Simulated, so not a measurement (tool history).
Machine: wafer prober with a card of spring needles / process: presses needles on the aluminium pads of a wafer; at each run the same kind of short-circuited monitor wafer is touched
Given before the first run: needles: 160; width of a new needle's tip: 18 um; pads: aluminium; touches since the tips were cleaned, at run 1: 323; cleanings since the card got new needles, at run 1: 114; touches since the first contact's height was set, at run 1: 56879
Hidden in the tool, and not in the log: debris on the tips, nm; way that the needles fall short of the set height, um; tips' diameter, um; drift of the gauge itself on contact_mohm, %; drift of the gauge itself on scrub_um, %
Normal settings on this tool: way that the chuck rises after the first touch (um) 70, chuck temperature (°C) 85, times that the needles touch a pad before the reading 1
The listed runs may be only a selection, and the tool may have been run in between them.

run,hour,way that the chuck rises after the first touch (um),chuck temperature (°C),times that the needles touch a pad before the reading,touches since the tips were cleaned,cleanings since the card got new needles,touches since the first contact's height was set,resistance of one needle with its contact and lead (mohm),way that a needle slides on the pad (um)
1,0.0,70,85,1,323,114,56879,148,8.82
# hour 24.6: tips cleaned on abrasive film
2,46.3,70,85,1,3515,115,64365,181,8.83
# hour 50.8: tips cleaned on abrasive film
# hour 79.4: tips cleaned on abrasive film
# hour 103.7: tips cleaned on abrasive film
3,115.1,70,85,1,1845,118,75473,171,8.76
# hour 130.7: tips cleaned on abrasive film
# hour 156.8: tips cleaned on abrasive film
4,162.9,70,85,1,993,120,83179,159,8.73
# hour 182.1: tips cleaned on abrasive film
# hour 207.8: tips cleaned on abrasive film
5,213.3,70,85,1,894,122,91326,155,8.70
# hour 231.6: tips cleaned on abrasive film
# hour 255.6: tips cleaned on abrasive film
6,260.6,70,85,1,810,124,98945,156,8.68
# hour 283.5: tips cleaned on abrasive film
# hour 309.3: tips cleaned on abrasive film
# hour 333.9: tips cleaned on abrasive film
7,335.3,70,41,1,222,127,111008,139,8.65
# hour 360.1: tips cleaned on abrasive film
# hour 386.5: tips cleaned on abrasive film
8,389.8,70,41,1,539,129,119805,144,8.62
# hour 410.5: tips cleaned on abrasive film
9,423.6,70,41,1,2123,130,125273,168,8.64
# hour 437.3: tips cleaned on abrasive film
# hour 464.3: tips cleaned on abrasive film
10,485.6,70,85,1,3459,132,135290,185,8.64
# hour 491.4: tips cleaned on abrasive film
# hour 518.3: tips cleaned on abrasive film
11,524.6,70,85,3,1021,134,141580,146,8.62
# hour 545.5: tips cleaned on abrasive film
# hour 551.6: height of the first contact set anew
12,562.7,70,85,3,2734,135,1806,151,8.98
# hour 573.3: tips cleaned on abrasive film
# hour 596.8: tips cleaned on abrasive film
# hour 620.7: tips cleaned on abrasive film
13,638.8,70,85,3,2925,138,14087,154,8.91
# hour 643.9: tips cleaned on abrasive film
# hour 668.0: tips cleaned on abrasive film
# hour 694.0: tips cleaned on abrasive film
# hour 717.6: tips cleaned on abrasive film
14,717.6,70,85,3,0,142,26794,138,8.97
# hour 741.4: tips cleaned on abrasive film
# hour 768.1: tips cleaned on abrasive film
# hour 791.2: tips cleaned on abrasive film
15,791.2,59,54,1,0,145,38683,143,7.48
# hour 817.5: tips cleaned on abrasive film
16,828.4,60,87,1,1762,146,44681,180,7.53
# hour 841.7: tips cleaned on abrasive film
# hour 866.1: tips cleaned on abrasive film
# hour 889.9: tips cleaned on abrasive film
17,889.9,55,34,2,0,149,54602,141,6.95
# hour 916.7: tips cleaned on abrasive film
# hour 941.2: tips cleaned on abrasive film
# hour 967.0: tips cleaned on abrasive film
18,968.5,70,85,2,245,152,67303,146,8.73
# hour 992.1: tips cleaned on abrasive film
# hour 1017.3: tips cleaned on abrasive film
19,1028.7,70,85,2,1855,154,77024,155,8.72
# hour 1044.6: tips cleaned on abrasive film
# hour 1068.7: tips cleaned on abrasive film
20,1068.7,56,67,1,0,156,83468,148,6.94
# hour 1094.9: tips cleaned on abrasive film
# hour 1121.4: tips cleaned on abrasive film
21,1138.9,51,29,1,2849,158,94824,219,6.34
# hour 1144.8: tips cleaned on abrasive film
# hour 1172.8: tips cleaned on abrasive film
# hour 1199.1: tips cleaned on abrasive film
22,1203.4,79,29,2,691,161,105218,136,9.88
# hour 1223.9: tips cleaned on abrasive film
# hour 1250.0: tips cleaned on abrasive film
23,1268.3,51,30,1,2963,163,115699,219,6.27
# hour 1277.5: tips cleaned on abrasive film
# hour 1304.7: tips cleaned on abrasive film
24,1317.0,51,30,1,1990,165,123566,204,6.27
# hour 1328.3: tips cleaned on abrasive film
# hour 1351.3: tips cleaned on abrasive film
25,1372.9,60,119,2,3487,167,132587,181,7.37
# hour 1376.8: tips cleaned on abrasive film
# hour 1401.4: tips cleaned on abrasive film
# hour 1428.0: tips cleaned on abrasive film
26,1441.7,60,119,2,2216,170,143696,179,7.40
# hour 1450.7: height of the first contact set anew
# hour 1456.5: tips cleaned on abrasive film
# hour 1479.9: tips cleaned on abrasive film
# hour 1504.9: tips cleaned on abrasive film
27,1507.6,82,125,1,423,173,9168,149,10.48
# hour 1530.9: tips cleaned on abrasive film
# hour 1555.5: tips cleaned on abrasive film
# hour 1580.7: tips cleaned on abrasive film
28,1580.7,82,125,1,0,176,20978,147,10.41

Hidden condition of the tool, last listed run before each entry between runs versus first listed run after:
Runs 1 to 2: tips cleaned on abrasive film (hour 24.6)
  debris on the tips, nm: 13.2 -> 57.3; way that the needles fall short of the set height, um: 0.97 -> 1.06; tips' diameter, um: 20.73 -> 20.76
  the result without the hidden state subtracted from the measured one, resistance of one needle with its contact and lead (mohm): +12 -> +44; way that a needle slides on the pad (um): -0.13 -> -0.14
Runs 2 to 3: tips cleaned on abrasive film (hour 50.8); tips cleaned on abrasive film (hour 79.4); tips cleaned on abrasive film (hour 103.7)
  debris on the tips, nm: 57.3 -> 41.4; way that the needles fall short of the set height, um: 1.06 -> 1.27; tips' diameter, um: 20.76 -> 20.83
  the result without the hidden state subtracted from the measured one, resistance of one needle with its contact and lead (mohm): +44 -> +33; way that a needle slides on the pad (um): -0.14 -> -0.16
Runs 3 to 4: tips cleaned on abrasive film (hour 130.7); tips cleaned on abrasive film (hour 156.8)
  debris on the tips, nm: 41.4 -> 23.7; way that the needles fall short of the set height, um: 1.27 -> 1.42; tips' diameter, um: 20.83 -> 20.89
  the result without the hidden state subtracted from the measured one, resistance of one needle with its contact and lead (mohm): +33 -> +21; way that a needle slides on the pad (um): -0.16 -> -0.18
Runs 4 to 5: tips cleaned on abrasive film (hour 182.1); tips cleaned on abrasive film (hour 207.8)
  debris on the tips, nm: 23.7 -> 21.1; way that the needles fall short of the set height, um: 1.42 -> 1.56; tips' diameter, um: 20.89 -> 20.94
  the result without the hidden state subtracted from the measured one, resistance of one needle with its contact and lead (mohm): +21 -> +18; way that a needle slides on the pad (um): -0.18 -> -0.20
Runs 5 to 6: tips cleaned on abrasive film (hour 231.6); tips cleaned on abrasive film (hour 255.6)
  debris on the tips, nm: 21.1 -> 22; way that the needles fall short of the set height, um: 1.56 -> 1.71; tips' diameter, um: 20.94 -> 20.99
  the result without the hidden state subtracted from the measured one, resistance of one needle with its contact and lead (mohm): +18 -> +19; way that a needle slides on the pad (um): -0.20 -> -0.22
Runs 6 to 7: tips cleaned on abrasive film (hour 283.5); tips cleaned on abrasive film (hour 309.3); tips cleaned on abrasive film (hour 333.9)
  debris on the tips, nm: 22 -> 8.4; way that the needles fall short of the set height, um: 1.71 -> 1.92; tips' diameter, um: 20.99 -> 21.06
  the result without the hidden state subtracted from the measured one, resistance of one needle with its contact and lead (mohm): +19 -> +9; way that a needle slides on the pad (um): -0.22 -> -0.25
Runs 7 to 8: tips cleaned on abrasive film (hour 360.1); tips cleaned on abrasive film (hour 386.5)
  debris on the tips, nm: 8.4 -> 14.9; way that the needles fall short of the set height, um: 1.92 -> 2.06; tips' diameter, um: 21.06 -> 21.11
  the result without the hidden state subtracted from the measured one, resistance of one needle with its contact and lead (mohm): +9 -> +15; way that a needle slides on the pad (um): -0.25 -> -0.27
Runs 8 to 9: tips cleaned on abrasive film (hour 410.5)
  debris on the tips, nm: 14.9 -> 42.1; way that the needles fall short of the set height, um: 2.06 -> 2.14; tips' diameter, um: 21.11 -> 21.14
  the result without the hidden state subtracted from the measured one, resistance of one needle with its contact and lead (mohm): +15 -> +38; way that a needle slides on the pad (um): -0.27 -> -0.28
Runs 9 to 10: tips cleaned on abrasive film (hour 437.3); tips cleaned on abrasive film (hour 464.3)
  debris on the tips, nm: 42.1 -> 55; way that the needles fall short of the set height, um: 2.14 -> 2.27; tips' diameter, um: 21.14 -> 21.19
  the result without the hidden state subtracted from the measured one, resistance of one needle with its contact and lead (mohm): +38 -> +47; way that a needle slides on the pad (um): -0.28 -> -0.29
Runs 10 to 11: tips cleaned on abrasive film (hour 491.4); tips cleaned on abrasive film (hour 518.3)
  debris on the tips, nm: 55 -> 25.9; way that the needles fall short of the set height, um: 2.27 -> 2.42; tips' diameter, um: 21.19 -> 21.24
  the result without the hidden state subtracted from the measured one, resistance of one needle with its contact and lead (mohm): +47 -> +10; way that a needle slides on the pad (um): -0.29 -> -0.31
Runs 11 to 12: tips cleaned on abrasive film (hour 545.5); height of the first contact set anew (hour 551.6)
  debris on the tips, nm: 25.9 -> 50.1; way that the needles fall short of the set height, um: 2.42 -> 0; tips' diameter, um: 21.24 -> 21.26
  the result without the hidden state subtracted from the measured one, resistance of one needle with its contact and lead (mohm): +10 -> +15; way that a needle slides on the pad (um): -0.31 -> +0.00
Runs 12 to 13: tips cleaned on abrasive film (hour 573.3); tips cleaned on abrasive film (hour 596.8); tips cleaned on abrasive film (hour 620.7)
  way that the needles fall short of the set height, um: 0 -> 0.19; tips' diameter, um: 21.26 -> 21.32
  the result without the hidden state subtracted from the measured one, resistance of one needle with its contact and lead (mohm): +15 -> +16; way that a needle slides on the pad (um): +0.00 -> -0.02
Runs 13 to 14: tips cleaned on abrasive film (hour 643.9); tips cleaned on abrasive film (hour 668.0); tips cleaned on abrasive film (hour 694.0); tips cleaned on abrasive film (hour 717.6)
  debris on the tips, nm: 50.1 -> 3.3; way that the needles fall short of the set height, um: 0.19 -> 0.44; tips' diameter, um: 21.32 -> 21.41
  the result without the hidden state subtracted from the measured one, resistance of one needle with its contact and lead (mohm): +16 -> +3; way that a needle slides on the pad (um): -0.02 -> -0.05
Runs 14 to 15: tips cleaned on abrasive film (hour 741.4); tips cleaned on abrasive film (hour 768.1); tips cleaned on abrasive film (hour 791.2)
  debris on the tips, nm: 3.3 -> 4.5; way that the needles fall short of the set height, um: 0.44 -> 0.62; tips' diameter, um: 21.41 -> 21.48
  the result without the hidden state subtracted from the measured one, resistance of one needle with its contact and lead (mohm): +3 -> +7; way that a needle slides on the pad (um): -0.05 -> -0.08
Runs 15 to 16: tips cleaned on abrasive film (hour 817.5)
  debris on the tips, nm: 4.5 -> 38.3; way that the needles fall short of the set height, um: 0.62 -> 0.7; tips' diameter, um: 21.48 -> 21.5
  the result without the hidden state subtracted from the measured one, resistance of one needle with its contact and lead (mohm): +7 -> +43; way that a needle slides on the pad (um): -0.08 -> -0.09
Runs 16 to 17: tips cleaned on abrasive film (hour 841.7); tips cleaned on abrasive film (hour 866.1); tips cleaned on abrasive film (hour 889.9)
  debris on the tips, nm: 38.3 -> 5.3; way that the needles fall short of the set height, um: 0.7 -> 0.91; tips' diameter, um: 21.5 -> 21.58
  the result without the hidden state subtracted from the measured one, resistance of one needle with its contact and lead (mohm): +43 -> +7; way that a needle slides on the pad (um): -0.09 -> -0.11
Runs 17 to 18: tips cleaned on abrasive film (hour 916.7); tips cleaned on abrasive film (hour 941.2); tips cleaned on abrasive film (hour 967.0)
  debris on the tips, nm: 5.3 -> 11.2; way that the needles fall short of the set height, um: 0.91 -> 1.09; tips' diameter, um: 21.58 -> 21.64
  the result without the hidden state subtracted from the measured one, resistance of one needle with its contact and lead (mohm): +7 -> +8; way that a needle slides on the pad (um): -0.11 -> -0.14
Runs 18 to 19: tips cleaned on abrasive film (hour 992.1); tips cleaned on abrasive film (hour 1017.3)
  debris on the tips, nm: 11.2 -> 35.5; way that the needles fall short of the set height, um: 1.09 -> 1.25; tips' diameter, um: 21.64 -> 21.7
  the result without the hidden state subtracted from the measured one, resistance of one needle with its contact and lead (mohm): +8 -> +20; way that a needle slides on the pad (um): -0.14 -> -0.16
Runs 19 to 20: tips cleaned on abrasive film (hour 1044.6); tips cleaned on abrasive film (hour 1068.7)
  debris on the tips, nm: 35.5 -> 6; way that the needles fall short of the set height, um: 1.25 -> 1.42; tips' diameter, um: 21.7 -> 21.76
  the result without the hidden state subtracted from the measured one, resistance of one needle with its contact and lead (mohm): +20 -> +11; way that a needle slides on the pad (um): -0.16 -> -0.18
Runs 20 to 21: tips cleaned on abrasive film (hour 1094.9); tips cleaned on abrasive film (hour 1121.4)
  debris on the tips, nm: 6 -> 52.2; way that the needles fall short of the set height, um: 1.42 -> 1.52; tips' diameter, um: 21.76 -> 21.79
  the result without the hidden state subtracted from the measured one, resistance of one needle with its contact and lead (mohm): +11 -> +88; way that a needle slides on the pad (um): -0.18 -> -0.20
Runs 21 to 22: tips cleaned on abrasive film (hour 1144.8); tips cleaned on abrasive film (hour 1172.8); tips cleaned on abrasive film (hour 1199.1)
  debris on the tips, nm: 52.2 -> 18.6; way that the needles fall short of the set height, um: 1.52 -> 1.73; tips' diameter, um: 21.79 -> 21.86
  the result without the hidden state subtracted from the measured one, resistance of one needle with its contact and lead (mohm): +88 -> +10; way that a needle slides on the pad (um): -0.20 -> -0.22
Runs 22 to 23: tips cleaned on abrasive film (hour 1223.9); tips cleaned on abrasive film (hour 1250.0)
  debris on the tips, nm: 18.6 -> 50.1; way that the needles fall short of the set height, um: 1.73 -> 1.85; tips' diameter, um: 21.86 -> 21.91
  the result without the hidden state subtracted from the measured one, resistance of one needle with its contact and lead (mohm): +10 -> +87; way that a needle slides on the pad (um): -0.22 -> -0.24
Runs 23 to 24: tips cleaned on abrasive film (hour 1277.5); tips cleaned on abrasive film (hour 1304.7)
  debris on the tips, nm: 50.1 -> 42.4; way that the needles fall short of the set height, um: 1.85 -> 1.96; tips' diameter, um: 21.91 -> 21.95
  the result without the hidden state subtracted from the measured one, resistance of one needle with its contact and lead (mohm): +87 -> +75; way that a needle slides on the pad (um): -0.24 -> -0.25
Runs 24 to 25: tips cleaned on abrasive film (hour 1328.3); tips cleaned on abrasive film (hour 1351.3)
  debris on the tips, nm: 42.4 -> 55.6; way that the needles fall short of the set height, um: 1.96 -> 2.1; tips' diameter, um: 21.95 -> 22
  the result without the hidden state subtracted from the measured one, resistance of one needle with its contact and lead (mohm): +75 -> +39; way that a needle slides on the pad (um): -0.25 -> -0.26
Runs 25 to 26: tips cleaned on abrasive film (hour 1376.8); tips cleaned on abrasive film (hour 1401.4); tips cleaned on abrasive film (hour 1428.0)
  debris on the tips, nm: 55.6 -> 47.4; way that the needles fall short of the set height, um: 2.1 -> 2.32; tips' diameter, um: 22 -> 22.07
  the result without the hidden state subtracted from the measured one, resistance of one needle with its contact and lead (mohm): +39 -> +35; way that a needle slides on the pad (um): -0.26 -> -0.29
Runs 26 to 27: height of the first contact set anew (hour 1450.7); tips cleaned on abrasive film (hour 1456.5); tips cleaned on abrasive film (hour 1479.9); tips cleaned on abrasive film (hour 1504.9)
  debris on the tips, nm: 47.4 -> 13.3; way that the needles fall short of the set height, um: 2.32 -> 0.17; tips' diameter, um: 22.07 -> 22.13
  the result without the hidden state subtracted from the measured one, resistance of one needle with its contact and lead (mohm): +35 -> +10; way that a needle slides on the pad (um): -0.29 -> -0.02
Runs 27 to 28: tips cleaned on abrasive film (hour 1530.9); tips cleaned on abrasive film (hour 1555.5); tips cleaned on abrasive film (hour 1580.7)
  debris on the tips, nm: 13.3 -> 5; way that the needles fall short of the set height, um: 0.17 -> 0.37; tips' diameter, um: 22.13 -> 22.2
  the result without the hidden state subtracted from the measured one, resistance of one needle with its contact and lead (mohm): +10 -> +5; way that a needle slides on the pad (um): -0.02 -> -0.05

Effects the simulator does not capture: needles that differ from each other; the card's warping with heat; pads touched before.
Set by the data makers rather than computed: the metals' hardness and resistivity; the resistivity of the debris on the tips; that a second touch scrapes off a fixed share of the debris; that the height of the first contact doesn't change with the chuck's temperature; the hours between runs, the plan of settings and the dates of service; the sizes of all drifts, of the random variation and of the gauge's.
